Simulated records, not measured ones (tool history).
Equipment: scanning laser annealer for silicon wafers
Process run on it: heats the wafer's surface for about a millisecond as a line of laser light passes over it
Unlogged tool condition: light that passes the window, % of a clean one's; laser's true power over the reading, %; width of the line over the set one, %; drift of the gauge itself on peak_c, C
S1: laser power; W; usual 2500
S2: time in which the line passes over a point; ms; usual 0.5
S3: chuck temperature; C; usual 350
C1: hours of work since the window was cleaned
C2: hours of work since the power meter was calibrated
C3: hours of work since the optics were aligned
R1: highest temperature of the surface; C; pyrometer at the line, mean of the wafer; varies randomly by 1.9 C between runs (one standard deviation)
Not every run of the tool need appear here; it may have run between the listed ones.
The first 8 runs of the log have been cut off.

{"run": 9, "hour": 318.5, "S1": 2625, "S2": 0.433, "S3": 350, "C1": 575, "C2": 415, "C3": 459, "R1": 1081}
{"run": 10, "hour": 357.1, "S1": 2625, "S2": 0.433, "S3": 350, "C1": 602, "C2": 442, "C3": 486, "R1": 1082}
{"run": 11, "hour": 402.8, "S1": 2625, "S2": 0.433, "S3": 350, "C1": 635, "C2": 474, "C3": 518, "R1": 1082}
{"run": 12, "hour": 451.5, "S1": 2625, "S2": 0.433, "S3": 350, "C1": 669, "C2": 509, "C3": 553, "R1": 1079}
{"run": 13, "hour": 480.6, "S1": 2500, "S2": 0.47, "S3": 350, "C1": 690, "C2": 529, "C3": 573, "R1": 1066}
{"run": 14, "hour": 537.8, "S1": 2500, "S2": 0.47, "S3": 350, "C1": 730, "C2": 570, "C3": 614, "R1": 1067}
{"run": 15, "hour": 564.7, "S1": 2500, "S2": 0.5, "S3": 350, "C1": 749, "C2": 589, "C3": 633, "R1": 1086}
{"run": 16, "hour": 599.9, "S1": 2500, "S2": 0.5, "S3": 350, "C1": 774, "C2": 614, "C3": 658, "R1": 1084}
{"run": 17, "hour": 634.5, "S1": 2500, "S2": 0.5, "S3": 350, "C1": 798, "C2": 638, "C3": 682, "R1": 1083}
{"run": 18, "hour": 666.8, "S1": 2500, "S2": 0.5, "S3": 350, "C1": 821, "C2": 661, "C3": 705, "R1": 1086}
{"hour": 671.7, "done": "window over the wafer cleaned"}
{"run": 19, "hour": 727.5, "S1": 2500, "S2": 0.5, "S3": 350, "C1": 39, "C2": 702, "C3": 746, "R1": 1102}
{"run": 20, "hour": 787.8, "S1": 2500, "S2": 0.5, "S3": 350, "C1": 82, "C2": 745, "C3": 789, "R1": 1099}
{"run": 21, "hour": 833.9, "S1": 2500, "S2": 0.5, "S3": 350, "C1": 115, "C2": 778, "C3": 822, "R1": 1099}
{"run": 22, "hour": 864.0, "S1": 2418, "S2": 0.447, "S3": 351, "C1": 136, "C2": 799, "C3": 843, "R1": 1031}
{"run": 23, "hour": 899.3, "S1": 2461, "S2": 0.426, "S3": 384, "C1": 161, "C2": 824, "C3": 868, "R1": 1061}
{"hour": 910.3, "done": "optics aligned, line set to its width"}
{"run": 24, "hour": 967.9, "S1": 2461, "S2": 0.426, "S3": 384, "C1": 206, "C2": 869, "C3": 41, "R1": 1060}
{"run": 25, "hour": 1025.6, "S1": 2461, "S2": 0.426, "S3": 360, "C1": 247, "C2": 910, "C3": 82, "R1": 1033}
{"run": 26, "hour": 1066.4, "S1": 2500, "S2": 0.556, "S3": 332, "C1": 275, "C2": 938, "C3": 110, "R1": 1113}
{"hour": 1094.4, "done": "optics aligned, line set to its width, once more"}
{"run": 27, "hour": 1099.6, "S1": 2500, "S2": 0.5, "S3": 385, "C1": 295, "C2": 958, "C3": 4, "R1": 1134}
{"run": 28, "hour": 1156.6, "S1": 2500, "S2": 0.5, "S3": 385, "C1": 336, "C2": 999, "C3": 44, "R1": 1139}
{"run": 29, "hour": 1204.5, "S1": 2500, "S2": 0.5, "S3": 385, "C1": 370, "C2": 1032, "C3": 78, "R1": 1131}
{"run": 30, "hour": 1243.7, "S1": 2278, "S2": 0.5, "S3": 334, "C1": 397, "C2": 1060, "C3": 106, "R1": 1002}

What does the tool deliver on the next run?
{"run": 31, "hour": 1297.8, "S1": 2639, "S2": 0.539, "S3": 385, "C1": 435, "C2": 1098, "C3": 144, "R1": "?"}

R1: 1208 C
Minus the tool's unlogged condition, the same run would have read R1 1222 C.
